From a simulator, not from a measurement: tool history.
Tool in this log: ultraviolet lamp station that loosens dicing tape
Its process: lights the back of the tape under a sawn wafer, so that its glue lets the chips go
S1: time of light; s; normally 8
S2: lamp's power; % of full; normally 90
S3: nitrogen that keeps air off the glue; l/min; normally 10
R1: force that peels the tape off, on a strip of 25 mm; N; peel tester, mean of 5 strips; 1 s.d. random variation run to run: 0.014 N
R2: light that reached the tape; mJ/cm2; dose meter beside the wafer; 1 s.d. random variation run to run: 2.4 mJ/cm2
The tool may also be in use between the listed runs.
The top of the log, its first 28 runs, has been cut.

run,hour,S1,S2,S3,R1,R2
29,185.7,14,61,3,1.21,274
30,194.1,14,83,10,0.276,374
31,203.9,5,100,5,2.464,164
32,209.4,7,90,10,1.271,202
33,219.3,7,90,10,1.257,202
34,226.5,8,90,9,1.023,228
35,236.1,11,98,8,0.389,339
36,241,11,62,8,1.173,215
37,247.3,13,95,20,0.205,393
38,253.2,13,95,20,0.19,386
39,260.2,12,95,3,0.639,356
40,268.4,6,96,16,1.294,181
41,274.2,6,96,16,1.302,177
42,282.1,6,64,16,2.664,119

Each row is a separate what-if for the run after 42, all from the same tool condition, not one after another. Results?
A,290.4,4,84,8,?,?
B,290.4,9,84,11,?,?
C,290.4,5,92,9,?,?

run,R1,R2
A,3.508,103
B,0.853,235
C,2.451,146
With no hidden state in the tool, these same runs would have given:
run,R1,R2
A,2.832,124
B,0.547,282
C,1.827,175
